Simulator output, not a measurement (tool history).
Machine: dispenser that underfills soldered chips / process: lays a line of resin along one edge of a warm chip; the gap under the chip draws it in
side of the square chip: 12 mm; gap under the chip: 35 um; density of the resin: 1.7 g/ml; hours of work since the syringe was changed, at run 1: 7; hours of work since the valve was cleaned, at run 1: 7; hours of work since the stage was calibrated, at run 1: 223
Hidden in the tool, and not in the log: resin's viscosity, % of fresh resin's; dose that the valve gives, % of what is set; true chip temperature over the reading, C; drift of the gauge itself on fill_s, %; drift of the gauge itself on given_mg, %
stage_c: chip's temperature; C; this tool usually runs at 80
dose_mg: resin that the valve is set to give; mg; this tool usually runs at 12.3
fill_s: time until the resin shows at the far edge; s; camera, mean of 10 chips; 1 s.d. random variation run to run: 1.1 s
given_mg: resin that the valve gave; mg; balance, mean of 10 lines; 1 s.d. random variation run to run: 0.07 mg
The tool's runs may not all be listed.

run   hour  stage_c  dose_mg  hours of work since the syringe was changed  hours of work since the valve was cleaned  hours of work since the stage was calibrated  fill_s  given_mg
  1    0.0       80     12.3                                            7                                          7                                           223   162.0     12.35
       7.7  -- new syringe of resin
  2    8.4       80     12.3                                            0                                         12                                           228   110.3     12.18
  3   18.5       91     12.3                                            7                                         19                                           235   115.7     12.07
      26.3  -- new syringe of resin
  4   28.8       69     12.3                                            2                                         25                                           241   167.9     12.03
  5   36.7       69     12.3                                            7                                         30                                           246   226.5     11.91
  6   44.1       69     12.3                                           11                                         35                                           251   298.5     11.86
      45.7  -- new syringe of resin
  7   51.3       69     12.3                                            4                                         40                                           255   187.6     11.88
  8   63.2       69     12.3                                           11                                         47                                           263   294.1     11.72
      64.8  -- new syringe of resin
  9   71.2       69     12.3                                            4                                         52                                           268   200.1     11.76
 10   80.3       80     13.5                                           10                                         58                                           274   192.3     13.01
      83.6  -- new syringe of resin
 11   94.5       80     13.5                                            7                                         67                                           283   162.5     12.79
     102.0  -- new syringe of resin
 12  102.9       80     13.5                                            1                                         72                                           288   110.8     12.68
 13  110.1       70     15.6                                            5                                         77                                           292   202.1     14.66
     120.6  -- new syringe of resin
 14  122.9       88     15.6                                            1                                         85                                           300    92.0     14.53
 15  132.1       88     15.6                                            7                                         91                                           306   129.4     14.49
     139.2  -- new syringe of resin
 16  140.9       70     10.7                                            1                                         96                                           312   173.9      9.95
 17  150.2       81     11.4                                            7                                        102                                           318   167.9     10.49
     157.7  -- new syringe of resin
 18  159.9       87     15.6                                            1                                        108                                           324    92.7     14.34
     170.8  -- dispensing valve cleaned and set on the balance
 19  176.0       87     15.6                                           11                                          3                                           333   167.9     15.67
     177.4  -- new syringe of resin
 20  185.7       80     11.8                                            5                                          9                                           339   150.8     11.74

Below are 5 alternative next runs, each starting from the tool's condition after run 20. Predict each:
  A  193.8       80     10.8                                           11                                         15                                           345       ?         ?
  B  193.8       89     10.9                                           11                                         15                                           345       ?         ?
  C  193.8       80     13.4                                           11                                         15                                           345       ?         ?
  D  193.8       68     11.8                                           11                                         15                                           345       ?         ?
  E  193.8       78     14.2                                           11                                         15                                           345       ?         ?

run  fill_s  given_mg
  A   212.4     10.66
  B   159.8     10.80
  C   202.5     13.36
  D   306.0     11.75
  E   213.3     14.12
Without the tool's unlogged condition, the same runs would have read:
run  fill_s  given_mg
  A   106.1     10.76
  B    80.3     10.90
  C   101.5     13.49
  D   152.3     11.86
  E   106.8     14.26
